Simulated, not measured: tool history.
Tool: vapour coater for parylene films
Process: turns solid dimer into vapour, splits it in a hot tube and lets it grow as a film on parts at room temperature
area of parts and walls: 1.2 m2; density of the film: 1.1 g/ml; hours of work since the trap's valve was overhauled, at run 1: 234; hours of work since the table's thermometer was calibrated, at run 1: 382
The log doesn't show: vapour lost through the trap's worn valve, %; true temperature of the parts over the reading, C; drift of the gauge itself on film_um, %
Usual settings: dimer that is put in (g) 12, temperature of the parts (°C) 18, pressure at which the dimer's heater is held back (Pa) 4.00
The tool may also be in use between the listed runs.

run   hour  dimer that is put in (g)  temperature of the parts (°C)  pressure at which the dimer's heater is held back (Pa)  hours of work since the trap's valve was overhauled  hours of work since the table's thermometer was calibrated  thickness of the film (um)
  1    0.0                        12                             18                                                    4.00                                                  234                                                         382                        5.64
  2   11.0                        12                             18                                                    4.00                                                  241                                                         389                        5.69
  3   22.2                        12                             16                                                    4.00                                                  248                                                         396                        6.05
  4   38.1                         8                             18                                                    4.00                                                  258                                                         405                        3.70
  5   51.5                         8                             18                                                    4.00                                                  266                                                         413                        3.72
  6   72.0                        12                             18                                                    5.73                                                  278                                                         426                        5.27
  7   92.5                        12                             18                                                    5.73                                                  291                                                         439                        5.16
  8  105.4                        12                             18                                                    5.73                                                  299                                                         446                        5.19
  9  122.6                        12                             10                                                    4.00                                                  309                                                         457                        7.13
 10  136.9                        12                             18                                                    4.00                                                  318                                                         466                        5.46
 11  151.2                        12                             20                                                    4.00                                                  327                                                         474                        5.15
 12  169.5                        12                             20                                                    4.00                                                  338                                                         485                        5.16
 13  184.3                        10                             25                                                   10.86                                                  347                                                         494                        2.97
     196.0  -- trap's valve overhauled
 14  201.1                        10                             25                                                   10.86                                                    3                                                         502                        3.38
 15  218.5                         7                             25                                                    2.34                                                   14                                                         513                        3.17
 16  230.8                         7                             25                                                    2.34                                                   21                                                         520                        3.18
 17  243.9                        17                             14                                                    8.66                                                   29                                                         528                        8.48
 18  260.9                        17                             14                                                    8.66                                                   40                                                         539                        8.51
 19  276.2                         8                             14                                                    8.66                                                   49                                                         548                        3.90
 20  290.8                         8                             12                                                    2.48                                                   58                                                         557                        5.32
 21  315.2                        18                             12                                                    2.12                                                   73                                                         572                       12.48

Forecast each of these 5 alternatives for the next run:
  A  335.1                         8                             12                                                    4.00                                                   85                                                         584                           ?
  B  335.1                        14                             19                                                    8.27                                                   85                                                         584                           ?
  C  335.1                         9                             27                                                    2.12                                                   85                                                         584                           ?
  D  335.1                        12                             18                                                    4.00                                                   85                                                         584                           ?
  E  335.1                        18                             17                                                   10.40                                                   85                                                         584                           ?

run  thickness of the film (um)
  A                        4.79
  B                        5.87
  C                        3.82
  D                        6.00
  E                        7.61
Without the tool's hidden state the same runs would have given:
run  thickness of the film (um)
  A                        4.82
  B                        5.91
  C                        3.85
  D                        6.04
  E                        7.66
